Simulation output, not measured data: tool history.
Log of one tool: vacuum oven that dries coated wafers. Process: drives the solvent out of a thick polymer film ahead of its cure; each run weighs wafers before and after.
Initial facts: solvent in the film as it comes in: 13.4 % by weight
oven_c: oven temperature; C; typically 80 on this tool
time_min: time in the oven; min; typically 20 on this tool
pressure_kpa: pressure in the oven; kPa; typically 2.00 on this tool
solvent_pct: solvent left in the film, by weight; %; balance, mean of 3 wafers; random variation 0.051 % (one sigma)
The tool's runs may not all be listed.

run	hour	oven_c	time_min	pressure_kpa	solvent_pct
1	0.0	80	20	2.00	1.23
2	6.3	80	20	2.00	1.14
3	18.0	90	20	2.00	0.58
4	26.0	90	20	2.00	0.62
5	32.4	90	20	2.00	0.59
6	44.1	90	20	2.00	0.64
7	57.2	90	20	2.00	0.56
8	62.5	90	20	2.00	0.63
9	74.5	90	20	2.00	0.65
10	79.9	90	20	2.00	0.55
11	91.7	90	20	2.00	0.65
12	101.0	80	17	2.00	1.42
13	113.8	77	17	2.00	1.82
14	120.5	77	17	2.00	1.96
15	131.5	77	17	2.00	1.81
16	138.2	77	17	2.00	1.84
17	150.3	77	17	2.00	1.87
18	157.3	75	20	2.01	1.91
19	169.1	69	25	5.53	4.45
20	175.4	88	16	5.07	1.63
# hour 177.5: vacuum gauge cleaned of residue and calibrated
21	188.7	80	20	1.22	0.91
22	195.0	80	20	1.22	0.87
23	204.9	84	21	1.08	0.61
24	213.4	84	31	1.18	0.50
25	225.5	89	21	1.57	0.46
26	231.1	89	21	1.57	0.54
27	241.2	89	21	4.19	1.26
# hour 247.0: vacuum gauge cleaned of residue and calibrated, once more
28	250.4	89	21	4.19	1.17
29	257.6	89	30	4.11	1.24
30	266.1	89	30	4.11	1.38
31	278.2	94	17	2.00	0.51
32	288.6	82	20	2.00	0.93
33	297.6	82	20	2.00	1.05
34	308.9	82	20	3.65	1.75

Results for each run, recomputed without the tool's hidden state and with each run's random variation untouched:
Hidden conditions of the tool in this case: true wafer temperature over the reading, C; true pressure over the reading, kPa; drift of the gauge itself on solvent_pct, %.
run	solvent_pct
1	1.18
2	1.09
3	0.55
4	0.59
5	0.56
6	0.61
7	0.53
8	0.60
9	0.61
10	0.51
11	0.62
12	1.36
13	1.75
14	1.89
15	1.73
16	1.76
17	1.79
18	1.82
19	4.33
20	1.58
21	0.82
22	0.78
23	0.54
24	0.43
25	0.40
26	0.49
27	1.19
28	1.16
29	1.23
30	1.37
31	0.50
32	0.90
33	1.02
34	1.71
